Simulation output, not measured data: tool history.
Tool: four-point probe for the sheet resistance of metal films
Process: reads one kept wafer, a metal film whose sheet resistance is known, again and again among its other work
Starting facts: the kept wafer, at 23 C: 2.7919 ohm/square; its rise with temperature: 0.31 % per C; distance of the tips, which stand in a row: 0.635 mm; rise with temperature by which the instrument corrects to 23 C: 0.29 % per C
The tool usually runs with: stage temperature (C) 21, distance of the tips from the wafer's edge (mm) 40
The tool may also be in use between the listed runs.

| run | hour | stage temperature (C) | distance of the tips from the wafer's edge (mm) | sheet resistance as the instrument gives it (ohm/square) |
|---|---|---|---|---|
| 1 | 0.0 | 21 | 40 | 2.791408 |
| 2 | 77.1 | 19 | 40 | 2.790891 |
| 3 | 178.3 | 21 | 40 | 2.790597 |
| 4 | 265.0 | 21 | 18 | 2.791878 |
| 5 | 330.1 | 29 | 40 | 2.794746 |
| 6 | 427.7 | 21 | 40 | 2.790854 |
| 7 | 478.0 | 22 | 5 | 2.815284 |
| 8 | 546.4 | 22 | 5 | 2.815934 |
| 9 | 646.1 | 24 | 46 | 2.792626 |
| 10 | 693.1 | 29 | 23 | 2.795987 |
| 11 | 786.2 | 29 | 8 | 2.805045 |
| 12 | 832.0 | 29 | 8 | 2.805349 |

Below are 5 alternative next runs, each starting from the tool's condition after run 12. Predict each:
| A | 897.6 | 29 | 6 | ? |
| B | 897.6 | 20 | 23 | ? |
| C | 897.6 | 29 | 7 | ? |
| D | 897.6 | 28 | 41 | ? |
| E | 897.6 | 20 | 40 | ? |

| run | sheet resistance as the instrument gives it (ohm/square) |
|---|---|
| A | 2.811450 |
| B | 2.792352 |
| C | 2.807783 |
| D | 2.794812 |
| E | 2.791111 |
What these runs would have given with no unlogged condition in the tool:
| run | sheet resistance as the instrument gives it (ohm/square) |
|---|---|
| A | 2.811347 |
| B | 2.792251 |
| C | 2.807679 |
| D | 2.794710 |
| E | 2.791010 |

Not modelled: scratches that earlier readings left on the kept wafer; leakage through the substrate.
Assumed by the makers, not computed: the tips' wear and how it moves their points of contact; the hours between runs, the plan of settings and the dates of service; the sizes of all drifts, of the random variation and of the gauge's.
